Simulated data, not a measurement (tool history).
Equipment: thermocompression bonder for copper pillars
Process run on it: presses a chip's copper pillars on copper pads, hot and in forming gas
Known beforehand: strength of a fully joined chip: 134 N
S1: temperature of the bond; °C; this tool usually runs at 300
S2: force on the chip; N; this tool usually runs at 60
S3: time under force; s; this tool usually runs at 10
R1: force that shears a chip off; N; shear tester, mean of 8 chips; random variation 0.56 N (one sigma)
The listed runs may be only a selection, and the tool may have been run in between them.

Run 1, hour 0.0: usual settings. Result: R1 89.1 N.
Run 2, hour 20.9: usual settings. Result: R1 87.1 N.
Run 3, hour 38.1: usual settings. Result: R1 88.1 N.
Run 4, hour 53.6: usual settings but S3 7 s. Result: R1 80.9 N.
Run 5, hour 78.7: usual settings but S3 7 s. Result: R1 80.3 N.
Run 6, hour 105.0: usual settings but S3 7 s. Result: R1 80.5 N.
Run 7, hour 129.2: usual settings. Result: R1 87.4 N.
Run 8, hour 163.4: usual settings but S2 53 N. Result: R1 81.4 N.
Run 9, hour 191.8: usual settings but S2 53 N. Result: R1 80.1 N.
Run 10, hour 228.9: usual settings but S2 53 N. Result: R1 80.4 N.
Run 11, hour 256.3: usual settings but S2 53 N. Result: R1 81.4 N.
At hour 260.0: heater calibrated with a thermocouple chip.
Run 12, hour 280.2: usual settings but S2 53 N. Result: R1 80.5 N.
Run 13, hour 304.8: usual settings but S2 53 N. Result: R1 80.2 N.
Run 14, hour 321.2: usual settings but S2 53 N. Result: R1 80.3 N.
At hour 333.9: forming gas filter changed.
At hour 347.5: heater calibrated with a thermocouple chip, once more.
Run 15, hour 357.7: usual settings but S1 320 °C, S2 53 N. Result: R1 102.0 N.
Run 16, hour 386.0: usual settings but S3 13 s. Result: R1 100.6 N.
Run 17, hour 404.7: usual settings but S3 13 s. Result: R1 99.7 N.
Run 18, hour 424.8: usual settings but S3 13 s. Result: R1 100.1 N.
Run 19, hour 444.9: usual settings but S3 13 s. Result: R1 99.2 N.
Run 20, hour 479.2: usual settings but S3 13 s. Result: R1 98.9 N.
Run 21, hour 497.3: usual settings but S3 13 s. Result: R1 99.3 N.
Run 22, hour 527.0: usual settings but S3 13 s. Result: R1 98.7 N.
Run 23, hour 548.5: usual settings but S3 13 s. Result: R1 97.8 N.
Run 24, hour 584.9: usual settings but S1 305 °C, S2 61 N, S3 11 s. Result: R1 97.9 N.
Run 25, hour 610.7: usual settings but S1 305 °C, S2 61 N, S3 11 s. Result: R1 97.9 N.
Run 26, hour 628.5: usual settings but S1 280 °C, S2 50 N, S3 11 s. Result: R1 70.1 N.
Run 27, hour 644.1: usual settings but S2 36 N, S3 7 s. Result: R1 58.5 N.
Run 28, hour 662.2: usual settings but S1 293 °C, S2 43 N, S3 13 s. Result: R1 76.0 N.
Run 29, hour 699.5: usual settings but S2 63 N. Result: R1 93.5 N.
Run 30, hour 720.9: usual settings but S1 319 °C, S3 26 s. Result: R1 118.6 N.
Run 31, hour 738.2: usual settings but S1 308 °C, S3 18 s. Result: R1 106.7 N.
Run 32, hour 770.9: usual settings but S1 308 °C, S3 18 s. Result: R1 106.4 N.
Run 33, hour 798.9: usual settings but S2 38 N, S3 14 s. Result: R1 75.8 N.
Run 34, hour 822.7: usual settings but S1 326 °C, S2 46 N. Result: R1 95.2 N.
Run 35, hour 854.4: usual settings but S1 306 °C, S2 57 N, S3 7 s. Result: R1 82.7 N.
Run 36, hour 870.5: usual settings but S1 296 °C, S2 90 N, S3 7 s. Result: R1 94.9 N.
Run 37, hour 896.1: usual settings but S1 285 °C, S2 72 N. Result: R1 86.5 N.
Run 38, hour 919.9: usual settings but S1 285 °C, S2 72 N. Result: R1 86.5 N.
Run 39, hour 938.1: usual settings but S1 285 °C, S2 72 N. Result: R1 85.6 N.
Run 40, hour 970.5: usual settings but S1 285 °C, S2 37 N. Result: R1 55.5 N.

Below, each run's measurement less what the same run would have read without the hidden state. Both values contain the same run-to-run variation, but the gauge's scatter may not be the same in both:
Hidden conditions of the tool in this case: true temperature of the bond over the reading, C; force that reaches the chip, % of what is set; oxide that the forming gas leaves, % of the face; drift of the gauge itself on shear_n, %.
run    R1
  1  -3.8
  2  -4.0
  3  -4.1
  4  -3.7
  5  -4.0
  6  -4.2
  7  -5.1
  8  -5.0
  9  -5.2
 10  -5.7
 11  -6.1
 12  -5.8
 13  -6.2
 14  -6.3
 15  +1.4
 16  +1.1
 17  +0.9
 18  +0.6
 19  +0.4
 20  +0.0
 21  -0.1
 22  -0.6
 23  -0.8
 24  -1.2
 25  -1.5
 26  -0.4
 27  -0.3
 28  -0.9
 29  -2.3
 30  -5.3
 31  -4.2
 32  -4.6
 33  -2.3
 34  -4.1
 35  -3.4
 36  -4.8
 37  -4.1
 38  -4.4
 39  -4.5
 40  -2.4

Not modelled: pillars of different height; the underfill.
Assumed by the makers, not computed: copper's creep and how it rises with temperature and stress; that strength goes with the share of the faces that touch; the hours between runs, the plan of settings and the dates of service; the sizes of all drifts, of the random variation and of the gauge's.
